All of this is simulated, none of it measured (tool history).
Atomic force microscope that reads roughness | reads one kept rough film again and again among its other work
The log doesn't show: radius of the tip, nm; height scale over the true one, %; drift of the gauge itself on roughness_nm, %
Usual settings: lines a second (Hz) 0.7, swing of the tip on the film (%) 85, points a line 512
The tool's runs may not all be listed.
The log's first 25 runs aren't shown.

run     day  lines a second (Hz)  swing of the tip on the film (%)  points a line  pictures with this tip  hours of work since the height scale was calibrated  roughness of the kept film (nm (root mean square))
 26  13.283                1.311                                71            257                     141                                                   32                                               0.982
 27  13.683                  0.7                                85            578                     159                                                   38                                                0.98
 28  14.267                  0.7                                85            578                     185                                                   46                                                0.99
 29  14.642                  0.7                                85            578                     202                                                   52                                               0.971
 30  15.175                  0.7                                81            578                     226                                                   59                                               0.984
 31  15.804                1.508                                82            512                     254                                                   68                                               0.941
 32  16.288                1.508                                82            512                     276                                                   75                                               0.925
 33  16.712                1.508                                82            512                     295                                                   81                                               0.921
 34  17.408                  0.8                                66           1008                     326                                                   91                                               0.991
     18.171  -- new tip fitted
 35  18.204                2.056                                59            549                       1                                                  102                                                1.03
 36  18.771                2.056                                59            549                      26                                                  111                                               1.023
 37  19.162                 1.06                                71            373                      44                                                  116                                                1.02
 38  19.638                 3.66                                61            895                      65                                                  123                                               0.986
 39  20.171                2.582                                61            447                      89                                                  131                                               1.005
 40  20.812                1.834                                89            512                     118                                                  140                                               0.894

Forecast each of these 5 alternatives for the next run:
  A  21.212                3.355                                85            650                     136                                                  146                                                   ?
  B  21.212                0.799                                84            810                     136                                                  146                                                   ?
  C  21.212                1.834                                67            512                     136                                                  146                                                   ?
  D  21.212                1.674                                80            415                     136                                                  146                                                   ?
  E  21.212                1.834                                77            908                     136                                                  146                                                   ?

run  roughness of the kept film (nm (root mean square))
  A                                               0.847
  B                                               0.988
  C                                               0.991
  D                                               0.953
  E                                               0.947
Without the tool's hidden state the same runs would have given:
run  roughness of the kept film (nm (root mean square))
  A                                               0.865
  B                                               1.009
  C                                               1.012
  D                                               0.974
  E                                               0.968
